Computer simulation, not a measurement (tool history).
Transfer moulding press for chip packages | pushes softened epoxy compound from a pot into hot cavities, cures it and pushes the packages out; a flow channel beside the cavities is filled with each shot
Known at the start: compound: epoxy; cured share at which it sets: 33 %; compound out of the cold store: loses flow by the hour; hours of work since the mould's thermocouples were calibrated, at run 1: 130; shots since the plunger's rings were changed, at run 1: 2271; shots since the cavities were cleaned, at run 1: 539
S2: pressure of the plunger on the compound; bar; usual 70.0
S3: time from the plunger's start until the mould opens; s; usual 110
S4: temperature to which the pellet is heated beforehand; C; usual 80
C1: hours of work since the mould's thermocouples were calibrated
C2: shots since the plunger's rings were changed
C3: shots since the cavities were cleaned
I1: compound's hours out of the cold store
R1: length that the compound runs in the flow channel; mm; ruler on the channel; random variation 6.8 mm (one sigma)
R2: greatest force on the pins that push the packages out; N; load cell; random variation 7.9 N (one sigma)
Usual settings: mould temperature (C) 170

run 1 day=0.000 | mould_temperature_(C)=170 S2=70.0 S3=110 S4=80 | C1=130 C2=2271 C3=539 | I1=23.4 | R1=936 R2=519
-- day=0.388 cavities cleaned with cleaning compound and waxed
run 2 day=0.471 | mould_temperature_(C)=170 S2=70.0 S3=110 S4=80 | C1=137 C2=2388 C3=24 | I1=42.8 | R1=847 R2=363
run 3 day=0.854 | mould_temperature_(C)=170 S2=70.0 S3=110 S4=70 | C1=144 C2=2500 C3=136 | I1=41.4 | R1=847 R2=393
run 4 day=1.250 | mould_temperature_(C)=170 S2=70.0 S3=110 S4=70 | C1=151 C2=2614 C3=250 | I1=38.2 | R1=861 R2=416
run 5 day=1.608 | mould_temperature_(C)=170 S2=70.0 S3=125 S4=70 | C1=157 C2=2717 C3=353 | I1=44.4 | R1=848 R2=412
run 6 day=2.292 | mould_temperature_(C)=168 S2=70.0 S3=125 S4=70 | C1=170 C2=2914 C3=550 | I1=31.5 | R1=897 R2=497
-- day=2.633 cavities cleaned with cleaning compound and waxed
run 7 day=3.071 | mould_temperature_(C)=170 S2=70.0 S3=110 S4=80 | C1=182 C2=3120 C3=126 | I1=28.0 | R1=918 R2=395
run 8 day=3.433 | mould_temperature_(C)=170 S2=70.0 S3=110 S4=80 | C1=189 C2=3225 C3=231 | I1=16.9 | R1=969 R2=438
run 9 day=3.933 | mould_temperature_(C)=174 S2=70.0 S3=110 S4=80 | C1=197 C2=3368 C3=374 | I1=47.8 | R1=806 R2=446
run 10 day=4.588 | mould_temperature_(C)=174 S2=70.0 S3=113 S4=80 | C1=209 C2=3557 C3=563 | I1=35.9 | R1=848 R2=481
-- day=4.892 cavities cleaned with cleaning compound and waxed
run 11 day=5.283 | mould_temperature_(C)=174 S2=70.0 S3=113 S4=80 | C1=220 C2=3740 C3=114 | I1=37.0 | R1=857 R2=376
run 12 day=5.933 | mould_temperature_(C)=170 S2=70.0 S3=110 S4=80 | C1=232 C2=3927 C3=301 | I1=46.5 | R1=818 R2=434
run 13 day=6.304 | mould_temperature_(C)=170 S2=70.0 S3=110 S4=80 | C1=238 C2=4033 C3=407 | I1=13.0 | R1=995 R2=495
-- day=7.162 cavities cleaned with cleaning compound and waxed
run 14 day=7.192 | mould_temperature_(C)=175 S2=70.0 S3=110 S4=80 | C1=253 C2=4271 C3=9 | I1=43.3 | R1=816 R2=348
run 15 day=7.629 | mould_temperature_(C)=162 S2=70.6 S3=110 S4=74 | C1=261 C2=4397 C3=135 | I1=22.6 | R1=973 R2=562
run 16 day=8.392 | mould_temperature_(C)=162 S2=70.6 S3=110 S4=74 | C1=274 C2=4617 C3=355 | I1=47.3 | R1=852 R2=602
run 17 day=8.921 | mould_temperature_(C)=162 S2=70.6 S3=110 S4=74 | C1=284 C2=4770 C3=508 | I1=24.7 | R1=969 R2=703
-- day=9.412 cavities cleaned with cleaning compound and waxed
run 18 day=9.546 | mould_temperature_(C)=174 S2=70.0 S3=105 S4=80 | C1=294 C2=4932 C3=39 | I1=24.7 | R1=902 R2=353
run 19 day=10.133 | mould_temperature_(C)=174 S2=70.0 S3=105 S4=80 | C1=304 C2=5100 C3=207 | I1=27.4 | R1=878 R2=427
run 20 day=10.908 | mould_temperature_(C)=168 S2=70.0 S3=114 S4=80 | C1=318 C2=5324 C3=431 | I1=34.9 | R1=882 R2=496
run 21 day=11.517 | mould_temperature_(C)=170 S2=81.9 S3=93 S4=70 | C1=328 C2=5499 C3=606 | I1=26.7 | R1=965 R2=572
-- day=11.700 cavities cleaned with cleaning compound and waxed
run 22 day=12.083 | mould_temperature_(C)=165 S2=65.9 S3=107 S4=70 | C1=337 C2=5645 C3=111 | I1=18.8 | R1=940 R2=486
run 23 day=12.692 | mould_temperature_(C)=165 S2=65.9 S3=107 S4=70 | C1=348 C2=5819 C3=285 | I1=29.1 | R1=880 R2=528
run 24 day=13.350 | mould_temperature_(C)=166 S2=70.0 S3=135 S4=82 | C1=360 C2=6009 C3=475 | I1=47.2 | R1=821 R2=493
run 25 day=13.858 | mould_temperature_(C)=175 S2=70.0 S3=135 S4=82 | C1=369 C2=6156 C3=622 | I1=40.7 | R1=804 R2=514
-- day=13.988 cavities cleaned with cleaning compound and waxed
run 26 day=14.608 | mould_temperature_(C)=175 S2=70.0 S3=135 S4=82 | C1=381 C2=6354 C3=180 | I1=21.3 | R1=905 R2=403
run 27 day=15.117 | mould_temperature_(C)=175 S2=70.0 S3=135 S4=82 | C1=390 C2=6501 C3=327 | I1=21.1 | R1=901 R2=433
-- day=15.558 plunger's sealing rings changed
run 28 day=15.738 | mould_temperature_(C)=177 S2=64.4 S3=117 S4=84 | C1=399 C2=51 C3=475 | I1=37.1 | R1=820 R2=469

4 ways to go on from here, each from the tool as it stands after run 28. What would each give?
run A day=16.079 | mould_temperature_(C)=170 S2=86.8 S3=146 S4=71 | C1=405 C2=150 C3=574 | I1=36.0 | R1=? R2=?
run B day=16.079 | mould_temperature_(C)=165 S2=70.0 S3=110 S4=78 | C1=405 C2=150 C3=574 | I1=25.3 | R1=? R2=?
run C day=16.079 | mould_temperature_(C)=172 S2=63.5 S3=134 S4=84 | C1=405 C2=150 C3=574 | I1=40.8 | R1=? R2=?
run D day=16.079 | mould_temperature_(C)=178 S2=78.6 S3=117 S4=79 | C1=405 C2=150 C3=574 | I1=20.7 | R1=? R2=?

run=A R1=991 R2=489
run=B R1=969 R2=599
run=C R1=812 R2=510
run=D R1=995 R2=508
Without the tool's hidden state the same runs would have given:
run=A R1=995 R2=321
run=B R1=973 R2=402
run=C R1=816 R2=336
run=D R1=999 R2=335

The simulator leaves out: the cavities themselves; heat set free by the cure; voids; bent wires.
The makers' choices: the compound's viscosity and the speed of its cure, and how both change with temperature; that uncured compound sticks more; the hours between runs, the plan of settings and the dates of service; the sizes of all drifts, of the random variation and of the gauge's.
